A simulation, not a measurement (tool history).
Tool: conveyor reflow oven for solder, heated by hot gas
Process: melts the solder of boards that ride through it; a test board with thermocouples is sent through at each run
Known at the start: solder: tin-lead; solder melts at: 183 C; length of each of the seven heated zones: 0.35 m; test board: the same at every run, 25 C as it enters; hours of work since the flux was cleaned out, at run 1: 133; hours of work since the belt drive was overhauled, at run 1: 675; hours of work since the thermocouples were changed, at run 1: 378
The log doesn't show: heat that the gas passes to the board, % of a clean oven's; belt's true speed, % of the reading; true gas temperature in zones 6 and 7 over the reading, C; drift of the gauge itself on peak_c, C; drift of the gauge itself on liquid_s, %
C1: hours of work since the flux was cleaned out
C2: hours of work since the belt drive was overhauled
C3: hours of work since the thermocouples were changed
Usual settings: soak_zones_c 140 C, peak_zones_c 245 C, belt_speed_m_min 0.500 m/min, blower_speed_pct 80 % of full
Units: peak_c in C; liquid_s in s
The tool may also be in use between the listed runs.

Run 1, hour 0.0: usual settings; C1 133; C2 675; C3 378. Result: peak_c 231.7 C, liquid_s 75.1 s.
Run 2, hour 59.5: usual settings but peak_zones_c 233 C; C1 171; C2 713; C3 416. Result: peak_c 221.0 C, liquid_s 67.9 s.
Run 3, hour 137.7: usual settings but soak_zones_c 144 C, peak_zones_c 233 C; C1 221; C2 763; C3 466. Result: peak_c 221.7 C, liquid_s 69.9 s.
At hour 213.0: flux residue cleaned out of gas plates and filters.
Run 4, hour 223.1: usual settings but soak_zones_c 144 C, peak_zones_c 233 C; C1 6; C2 814; C3 517. Result: peak_c 222.4 C, liquid_s 71.2 s.
Run 5, hour 263.9: usual settings; C1 33; C2 840; C3 543. Result: peak_c 232.6 C, liquid_s 76.0 s.
At hour 307.6: belt drive overhauled, speed set with a stopwatch.
Run 6, hour 325.6: usual settings; C1 69; C2 11; C3 580. Result: peak_c 232.2 C, liquid_s 74.3 s.
Run 7, hour 380.2: usual settings; C1 104; C2 46; C3 615. Result: peak_c 232.4 C, liquid_s 74.1 s.
Run 8, hour 440.0: usual settings; C1 143; C2 85; C3 653. Result: peak_c 231.9 C, liquid_s 74.2 s.
Run 9, hour 498.9: usual settings; C1 180; C2 122; C3 691. Result: peak_c 232.1 C, liquid_s 74.7 s.
Run 10, hour 579.8: usual settings; C1 232; C2 174; C3 742. Result: peak_c 231.7 C, liquid_s 74.3 s.
Run 11, hour 616.1: usual settings but peak_zones_c 235 C, belt_speed_m_min 0.413 m/min, blower_speed_pct 73 % of full; C1 255; C2 197; C3 766. Result: peak_c 226.7 C, liquid_s 87.3 s.
At hour 634.1: flux residue cleaned out of gas plates and filters.
Run 12, hour 676.5: usual settings but peak_zones_c 235 C, belt_speed_m_min 0.413 m/min, blower_speed_pct 73 % of full; C1 27; C2 233; C3 801. Result: peak_c 227.4 C, liquid_s 88.1 s.
Run 13, hour 710.8: usual settings but peak_zones_c 235 C, belt_speed_m_min 0.413 m/min, blower_speed_pct 73 % of full; C1 49; C2 255; C3 823. Result: peak_c 227.3 C, liquid_s 87.8 s.
Run 14, hour 748.9: usual settings but soak_zones_c 154 C, peak_zones_c 236 C, belt_speed_m_min 0.536 m/min; C1 73; C2 279; C3 847. Result: peak_c 225.1 C, liquid_s 70.3 s.
Run 15, hour 821.4: usual settings but soak_zones_c 154 C, peak_zones_c 236 C, belt_speed_m_min 0.536 m/min; C1 120; C2 325; C3 894. Result: peak_c 224.7 C, liquid_s 71.1 s.
Run 16, hour 854.8: usual settings but soak_zones_c 154 C, peak_zones_c 236 C, belt_speed_m_min 0.536 m/min; C1 141; C2 347; C3 915. Result: peak_c 224.6 C, liquid_s 70.6 s.
Run 17, hour 893.6: usual settings but soak_zones_c 154 C, peak_zones_c 236 C, belt_speed_m_min 0.536 m/min; C1 166; C2 371; C3 940. Result: peak_c 224.5 C, liquid_s 70.9 s.

Run 18 comes next. What will it give?
Run 18, hour 948.0: usual settings but soak_zones_c 154 C, peak_zones_c 247 C, belt_speed_m_min 0.514 m/min, blower_speed_pct 76 % of full; C1 201; C2 406; C3 975. Result: peak_c ?, liquid_s ?.

Run 18 gave peak_c 235.0 C, liquid_s 79.2 s.
Without the tool's hidden state the same run would have given peak_c 233.5 C, liquid_s 77.7 s.

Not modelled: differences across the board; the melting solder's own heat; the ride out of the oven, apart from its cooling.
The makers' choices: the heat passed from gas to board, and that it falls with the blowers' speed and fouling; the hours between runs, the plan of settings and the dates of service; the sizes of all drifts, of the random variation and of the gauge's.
